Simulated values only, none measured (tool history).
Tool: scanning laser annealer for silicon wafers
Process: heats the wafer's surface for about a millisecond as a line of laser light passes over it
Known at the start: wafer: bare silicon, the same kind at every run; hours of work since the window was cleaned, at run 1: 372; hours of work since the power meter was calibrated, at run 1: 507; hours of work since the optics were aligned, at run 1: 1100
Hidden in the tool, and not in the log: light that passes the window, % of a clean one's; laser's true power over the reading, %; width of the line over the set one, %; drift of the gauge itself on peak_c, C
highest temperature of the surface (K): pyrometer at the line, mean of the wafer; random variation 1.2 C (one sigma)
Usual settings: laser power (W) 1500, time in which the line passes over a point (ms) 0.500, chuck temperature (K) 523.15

| run | day | laser power (W) | time in which the line passes over a point (ms) | chuck temperature (K) | hours of work since the window was cleaned | hours of work since the power meter was calibrated | hours of work since the optics were aligned | highest temperature of the surface (K) |
|---|---|---|---|---|---|---|---|---|
| 1 | 0.000 | 1500 | 0.500 | 523.15 | 372 | 507 | 1100 | 1332.15 |
| 2 | 0.658 | 1331 | 0.500 | 523.15 | 382 | 516 | 1110 | 1211.15 |
| 3 | 1.121 | 1331 | 0.500 | 523.15 | 388 | 523 | 1116 | 1214.15 |
| 4 | 1.842 | 1500 | 0.500 | 523.15 | 398 | 533 | 1127 | 1330.15 |
| 5 | 2.700 | 1500 | 0.500 | 523.15 | 411 | 545 | 1139 | 1329.15 |
| 6 | 3.188 | 1500 | 0.470 | 523.15 | 417 | 552 | 1146 | 1307.15 |
| 7 | 3.917 | 1500 | 0.500 | 528.15 | 428 | 562 | 1156 | 1337.15 |
| 8 | 4.892 | 1500 | 0.563 | 528.15 | 442 | 576 | 1170 | 1385.15 |
| 9 | 5.500 | 1500 | 0.503 | 523.15 | 450 | 585 | 1178 | 1332.15 |
| 10 | 5.988 | 1500 | 0.503 | 523.15 | 457 | 592 | 1185 | 1333.15 |
| 11 | 6.450 | 1500 | 0.503 | 523.15 | 464 | 598 | 1192 | 1334.15 |
| 12 | 7.383 | 1500 | 0.503 | 523.15 | 477 | 612 | 1205 | 1332.15 |
| 13 | 7.871 | 1500 | 0.503 | 523.15 | 484 | 618 | 1212 | 1335.15 |
| 14 | 8.608 | 1500 | 0.503 | 523.15 | 494 | 629 | 1223 | 1332.15 |
| 15 | 9.521 | 1500 | 0.503 | 523.15 | 507 | 642 | 1235 | 1333.15 |
|  | 10.171 | window over the wafer cleaned |
| 16 | 10.267 | 1500 | 0.503 | 523.15 | 1 | 651 | 1245 | 1335.15 |
| 17 | 10.688 | 1500 | 0.503 | 523.15 | 7 | 657 | 1251 | 1333.15 |
| 18 | 11.638 | 1500 | 0.500 | 508.15 | 21 | 671 | 1264 | 1314.15 |
| 19 | 12.542 | 1500 | 0.500 | 523.15 | 34 | 684 | 1277 | 1330.15 |
| 20 | 13.138 | 1500 | 0.500 | 523.15 | 42 | 692 | 1286 | 1329.15 |
| 21 | 13.688 | 1500 | 0.500 | 500.15 | 50 | 700 | 1293 | 1310.15 |
| 22 | 14.592 | 1289 | 0.516 | 499.15 | 63 | 713 | 1306 | 1168.15 |
| 23 | 15.321 | 1420 | 0.466 | 499.15 | 73 | 723 | 1317 | 1224.15 |
| 24 | 15.725 | 1571 | 0.466 | 506.15 | 79 | 729 | 1322 | 1336.15 |
| 25 | 16.292 | 1571 | 0.376 | 552.15 | 87 | 737 | 1330 | 1294.15 |
| 26 | 17.046 | 1607 | 0.449 | 523.15 | 98 | 747 | 1341 | 1361.15 |
| 27 | 17.754 | 1500 | 0.415 | 523.15 | 108 | 757 | 1351 | 1257.15 |
| 28 | 18.638 | 1500 | 0.415 | 523.15 | 120 | 770 | 1364 | 1257.15 |
| 29 | 19.250 | 1354 | 0.447 | 503.15 | 129 | 779 | 1372 | 1167.15 |
| 30 | 20.129 | 1354 | 0.425 | 503.15 | 141 | 791 | 1385 | 1151.15 |
| 31 | 21.075 | 1354 | 0.495 | 499.15 | 155 | 804 | 1398 | 1200.15 |
| 32 | 21.542 | 1425 | 0.539 | 541.15 | 161 | 811 | 1405 | 1327.15 |
| 33 | 22.333 | 1633 | 0.528 | 518.15 | 172 | 822 | 1416 | 1449.15 |
| 34 | 22.921 | 1416 | 0.503 | 528.15 | 181 | 831 | 1424 | 1277.15 |
| 35 | 23.838 | 1500 | 0.426 | 530.15 | 194 | 844 | 1437 | 1276.15 |
| 36 | 24.554 | 1500 | 0.426 | 530.15 | 204 | 854 | 1447 | 1274.15 |
| 37 | 24.971 | 1500 | 0.426 | 530.15 | 210 | 860 | 1453 | 1272.15 |
| 38 | 25.950 | 1366 | 0.495 | 511.15 | 224 | 874 | 1467 | 1219.15 |
| 39 | 26.842 | 1546 | 0.363 | 511.15 | 236 | 886 | 1480 | 1224.15 |
| 40 | 27.429 | 1546 | 0.363 | 511.15 | 245 | 895 | 1488 | 1226.15 |

How the hidden state differs across the entries between the runs, from the last listed run before each to the first after it:
Between runs 15 and 16: window over the wafer cleaned (day 10.171)
  light that passes the window, % of a clean one's: 99.97 -> 99.99

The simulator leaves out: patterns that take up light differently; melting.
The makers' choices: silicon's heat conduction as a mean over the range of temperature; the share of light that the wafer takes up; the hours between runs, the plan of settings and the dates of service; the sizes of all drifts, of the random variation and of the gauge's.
